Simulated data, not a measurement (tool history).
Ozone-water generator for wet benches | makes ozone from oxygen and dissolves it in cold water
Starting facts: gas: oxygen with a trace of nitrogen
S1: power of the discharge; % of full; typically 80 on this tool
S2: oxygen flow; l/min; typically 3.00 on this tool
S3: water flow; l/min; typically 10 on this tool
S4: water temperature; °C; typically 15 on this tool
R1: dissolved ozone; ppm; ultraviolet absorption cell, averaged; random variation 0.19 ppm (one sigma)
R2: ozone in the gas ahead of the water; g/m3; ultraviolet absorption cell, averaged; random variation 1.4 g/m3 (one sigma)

{"run": 1, "hour": 0.0, "S1": 80, "S2": 3.0, "S3": 10, "S4": 15, "R1": 26.6, "R2": 269.6}
{"run": 2, "hour": 19.5, "S1": 80, "S2": 3.0, "S3": 10, "S4": 15, "R1": 26.2, "R2": 274.6}
{"run": 3, "hour": 41.5, "S1": 80, "S2": 3.0, "S3": 10, "S4": 15, "R1": 26.2, "R2": 271.4}
{"run": 4, "hour": 61.1, "S1": 80, "S2": 3.0, "S3": 7, "S4": 15, "R1": 35.7, "R2": 273.6}
{"run": 5, "hour": 96.1, "S1": 80, "S2": 3.0, "S3": 7, "S4": 15, "R1": 36.0, "R2": 272.1}
{"run": 6, "hour": 117.6, "S1": 80, "S2": 3.0, "S3": 7, "S4": 15, "R1": 35.8, "R2": 271.8}
{"run": 7, "hour": 150.6, "S1": 80, "S2": 3.0, "S3": 10, "S4": 15, "R1": 26.4, "R2": 271.4}
{"run": 8, "hour": 168.7, "S1": 80, "S2": 3.0, "S3": 10, "S4": 15, "R1": 26.2, "R2": 272.0}
{"run": 9, "hour": 208.6, "S1": 80, "S2": 3.0, "S3": 10, "S4": 15, "R1": 26.2, "R2": 270.7}
{"run": 10, "hour": 244.1, "S1": 80, "S2": 3.0, "S3": 10, "S4": 15, "R1": 26.5, "R2": 272.4}
{"run": 11, "hour": 270.3, "S1": 80, "S2": 3.0, "S3": 10, "S4": 15, "R1": 26.7, "R2": 270.0}
{"run": 12, "hour": 297.2, "S1": 80, "S2": 3.0, "S3": 10, "S4": 15, "R1": 26.5, "R2": 270.7}
{"run": 13, "hour": 333.3, "S1": 80, "S2": 3.0, "S3": 10, "S4": 15, "R1": 26.3, "R2": 273.6}
{"run": 14, "hour": 364.0, "S1": 80, "S2": 3.0, "S3": 10, "S4": 15, "R1": 26.6, "R2": 272.4}
{"run": 15, "hour": 390.8, "S1": 80, "S2": 3.0, "S3": 10, "S4": 15, "R1": 26.1, "R2": 272.9}
{"run": 16, "hour": 410.5, "S1": 47, "S2": 3.0, "S3": 10, "S4": 22, "R1": 16.7, "R2": 192.3}
{"run": 17, "hour": 452.3, "S1": 80, "S2": 1.8, "S3": 9, "S4": 15, "R1": 29.9, "R2": 380.6}
{"hour": 461.1, "done": "water thermometer calibrated"}
{"run": 18, "hour": 492.9, "S1": 80, "S2": 4.78, "S3": 10, "S4": 21, "R1": 21.7, "R2": 200.1}
{"run": 19, "hour": 518.7, "S1": 80, "S2": 4.78, "S3": 10, "S4": 18, "R1": 23.0, "R2": 199.1}
{"run": 20, "hour": 554.0, "S1": 44, "S2": 2.34, "S3": 11, "S4": 8, "R1": 17.7, "R2": 215.4}
{"run": 21, "hour": 586.9, "S1": 76, "S2": 3.0, "S3": 10, "S4": 15, "R1": 25.9, "R2": 260.1}
{"run": 22, "hour": 629.0, "S1": 51, "S2": 3.0, "S3": 16, "S4": 15, "R1": 12.3, "R2": 201.4}
{"run": 23, "hour": 651.6, "S1": 51, "S2": 2.26, "S3": 11, "S4": 20, "R1": 17.1, "R2": 244.5}
{"run": 24, "hour": 694.8, "S1": 80, "S2": 1.79, "S3": 10, "S4": 9, "R1": 28.7, "R2": 379.2}
{"run": 25, "hour": 716.1, "S1": 80, "S2": 1.79, "S3": 10, "S4": 9, "R1": 28.7, "R2": 378.2}
{"run": 26, "hour": 734.4, "S1": 80, "S2": 1.79, "S3": 10, "S4": 9, "R1": 28.9, "R2": 383.4}
{"run": 27, "hour": 758.1, "S1": 50, "S2": 3.0, "S3": 10, "S4": 15, "R1": 19.5, "R2": 200.4}
{"run": 28, "hour": 792.4, "S1": 50, "S2": 3.0, "S3": 10, "S4": 15, "R1": 19.5, "R2": 196.7}
{"run": 29, "hour": 812.0, "S1": 63, "S2": 2.98, "S3": 7, "S4": 15, "R1": 30.4, "R2": 232.4}

Alternative continuations, all from the tool just after run 29; predict every row:
{"run": "A", "hour": 852.1, "S1": 82, "S2": 2.98, "S3": 7, "S4": 7, "R1": "?", "R2": "?"}
{"run": "B", "hour": 852.1, "S1": 86, "S2": 2.98, "S3": 7, "S4": 15, "R1": "?", "R2": "?"}
{"run": "C", "hour": 852.1, "S1": 84, "S2": 2.72, "S3": 10, "S4": 12, "R1": "?", "R2": "?"}

run=A R1=41.9 R2=274.8
run=B R1=37.3 R2=287.8
run=C R1=28.5 R2=299.1
The same runs, with their run-to-run variation unchanged, on a tool lacking any hidden condition would have given:
run=A R1=41.9 R2=274.9
run=B R1=37.4 R2=287.9
run=C R1=28.6 R2=299.2

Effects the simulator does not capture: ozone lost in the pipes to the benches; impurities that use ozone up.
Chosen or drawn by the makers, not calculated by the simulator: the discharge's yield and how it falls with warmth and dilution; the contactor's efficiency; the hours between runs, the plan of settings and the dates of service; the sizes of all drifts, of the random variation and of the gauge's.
